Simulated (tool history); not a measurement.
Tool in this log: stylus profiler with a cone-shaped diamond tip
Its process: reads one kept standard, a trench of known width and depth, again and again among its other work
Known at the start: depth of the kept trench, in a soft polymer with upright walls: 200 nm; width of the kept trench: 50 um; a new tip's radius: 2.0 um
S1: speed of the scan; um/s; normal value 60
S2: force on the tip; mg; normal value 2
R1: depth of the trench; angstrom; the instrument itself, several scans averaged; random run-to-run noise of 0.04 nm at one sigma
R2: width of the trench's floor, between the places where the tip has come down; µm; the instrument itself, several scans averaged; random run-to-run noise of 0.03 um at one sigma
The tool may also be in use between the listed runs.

Run 1, hour 0: usual settings. Result: R1 2027.5 angstrom, R2 47.31 µm.
Run 2, hour 29.1: usual settings. Result: R1 2027.1 angstrom, R2 47.24 µm.
Run 3, hour 51.4: usual settings but S1 73 um/s. Result: R1 2027.9 angstrom, R2 47.14 µm.
Run 4, hour 72.4: usual settings but S1 73 um/s. Result: R1 2026.9 angstrom, R2 47.14 µm.
Run 5, hour 102.4: usual settings but S1 99 um/s. Result: R1 2027.7 angstrom, R2 47.03 µm.
Run 6, hour 143.5: usual settings but S1 99 um/s. Result: R1 2027.4 angstrom, R2 46.99 µm.
Run 7, hour 183.6: usual settings but S1 99 um/s. Result: R1 2027.5 angstrom, R2 47 µm.
Run 8, hour 207: usual settings but S2 3.85 mg. Result: R1 2043.8 angstrom, R2 47.31 µm.
Run 9, hour 231.5: usual settings but S2 3.85 mg. Result: R1 2043.9 angstrom, R2 47.28 µm.
Run 10, hour 259.9: usual settings but S1 52 um/s. Result: R1 2027.5 angstrom, R2 47.26 µm.
Run 11, hour 284.9: usual settings but S1 52 um/s. Result: R1 2027.1 angstrom, R2 47.17 µm.
Run 12, hour 304.8: usual settings but S1 52 um/s. Result: R1 2027.2 angstrom, R2 47.24 µm.
Run 13, hour 336.2: usual settings. Result: R1 2026.3 angstrom, R2 47.22 µm.
Run 14, hour 357.4: usual settings. Result: R1 2027 angstrom, R2 47.09 µm.
Run 15, hour 386.5: usual settings but S2 0.81 mg. Result: R1 2013.2 angstrom, R2 46.96 µm.
Run 16, hour 427.9: usual settings but S2 0.81 mg. Result: R1 2014.4 angstrom, R2 46.97 µm.
Run 17, hour 466.1: usual settings but S2 0.81 mg. Result: R1 2013.9 angstrom, R2 46.92 µm.
Run 18, hour 489.3: usual settings. Result: R1 2027.3 angstrom, R2 47.12 µm.
Run 19, hour 518: usual settings. Result: R1 2027.7 angstrom, R2 47.14 µm.
At hour 522: height scale calibrated on a step standard.
Run 20, hour 542.6: usual settings but S2 3.95 mg. Result: R1 2043 angstrom, R2 47.26 µm.
Run 21, hour 563: usual settings but S2 3.95 mg. Result: R1 2043.3 angstrom, R2 47.21 µm.
Run 22, hour 591.2: usual settings but S2 3.95 mg. Result: R1 2044.1 angstrom, R2 47.16 µm.
Run 23, hour 620.6: usual settings but S1 27 um/s, S2 1.03 mg. Result: R1 2015.9 angstrom, R2 47.22 µm.
Run 24, hour 654.2: usual settings but S2 3.98 mg. Result: R1 2043.7 angstrom, R2 47.19 µm.
At hour 660.7: height scale calibrated on a step standard, once more.
Run 25, hour 688.7: usual settings but S1 30 um/s, S2 1.83 mg. Result: R1 2028.6 angstrom, R2 47.18 µm.
Run 26, hour 719.8: usual settings but S1 30 um/s, S2 1.83 mg. Result: R1 2029.1 angstrom, R2 47.26 µm.
Run 27, hour 748.7: usual settings but S1 30 um/s, S2 1.83 mg. Result: R1 2028.9 angstrom, R2 47.23 µm.
Run 28, hour 785.9: usual settings but S1 30 um/s, S2 1.83 mg. Result: R1 2027.7 angstrom, R2 47.15 µm.
Run 29, hour 806.9: usual settings but S1 30 um/s, S2 1.83 mg. Result: R1 2028.7 angstrom, R2 47.25 µm.
Run 30, hour 827.5: usual settings but S1 30 um/s, S2 1.83 mg. Result: R1 2028.3 angstrom, R2 47.12 µm.
Run 31, hour 852.4: usual settings but S1 17 um/s, S2 1.83 mg. Result: R1 2028.1 angstrom, R2 47.25 µm.
Run 32, hour 872.3: usual settings but S1 198 um/s. Result: R1 2029.9 angstrom, R2 46.27 µm.
Run 33, hour 901.8: usual settings but S1 198 um/s. Result: R1 2030.3 angstrom, R2 46.26 µm.
Run 34, hour 920.7: usual settings but S1 67 um/s, S2 0.92 mg. Result: R1 2016.7 angstrom, R2 46.82 µm.
Run 35, hour 940.9: usual settings but S1 67 um/s, S2 0.92 mg. Result: R1 2017.9 angstrom, R2 46.8 µm.
Run 36, hour 961.8: usual settings but S1 152 um/s, S2 2.39 mg. Result: R1 2033.6 angstrom, R2 46.6 µm.
Run 37, hour 978.6: usual settings but S1 152 um/s, S2 2.39 mg. Result: R1 2033.6 angstrom, R2 46.62 µm.
Run 38, hour 1019.5: usual settings but S2 1.03 mg. Result: R1 2018.2 angstrom, R2 46.89 µm.
Run 39, hour 1044.8: usual settings but S1 20 um/s. Result: R1 2029.4 angstrom, R2 47.25 µm.
At hour 1057.5: new tip fitted, height scale calibrated.
Run 40, hour 1069: usual settings but S1 148 um/s, S2 1.93 mg. Result: R1 2029.8 angstrom, R2 47.46 µm.
Run 41, hour 1096.5: usual settings but S1 148 um/s, S2 1.93 mg. Result: R1 2030.1 angstrom, R2 47.42 µm.
Run 42, hour 1131.5: usual settings but S1 148 um/s, S2 1.93 mg. Result: R1 2029.4 angstrom, R2 47.34 µm.

Results for each run, recomputed without the tool's hidden state and with each run's random variation untouched:
Hidden state present: radius of the tip, um; height scale over the true one, %; drift of the gauge itself on depth_nm, %; drift of the gauge itself on floor_um, %.
run      R1     R2
  1    2030  47.98
  2  2029.6  47.92
  3  2030.5  47.82
  4  2029.5  47.83
  5  2030.4  47.73
  6  2030.1   47.7
  7  2030.3  47.72
  8  2046.6  48.04
  9  2046.8  48.01
 10  2030.4  47.99
 11    2030  47.92
 12  2030.2  47.99
 13  2029.3  47.98
 14    2030  47.86
 15  2016.3  47.73
 16  2017.5  47.76
 17    2017  47.71
 18  2030.6  47.91
 19    2031  47.94
 20  2047.1  48.07
 21  2047.4  48.03
 22  2048.2  47.99
 23    2020  48.05
 24  2047.9  48.03
 25  2028.7  48.02
 26  2029.2  48.11
 27  2029.1  48.09
 28  2027.9  48.02
 29    2029  48.12
 30  2028.6     48
 31  2028.4  48.13
 32  2030.3  47.16
 33  2030.7  47.16
 34  2017.1  47.72
 35  2018.3   47.7
 36  2034.1  47.51
 37  2034.1  47.54
 38  2018.7  47.82
 39  2029.9  48.18
 40  2029.3  47.46
 41  2029.7  47.43
 42    2029  47.36

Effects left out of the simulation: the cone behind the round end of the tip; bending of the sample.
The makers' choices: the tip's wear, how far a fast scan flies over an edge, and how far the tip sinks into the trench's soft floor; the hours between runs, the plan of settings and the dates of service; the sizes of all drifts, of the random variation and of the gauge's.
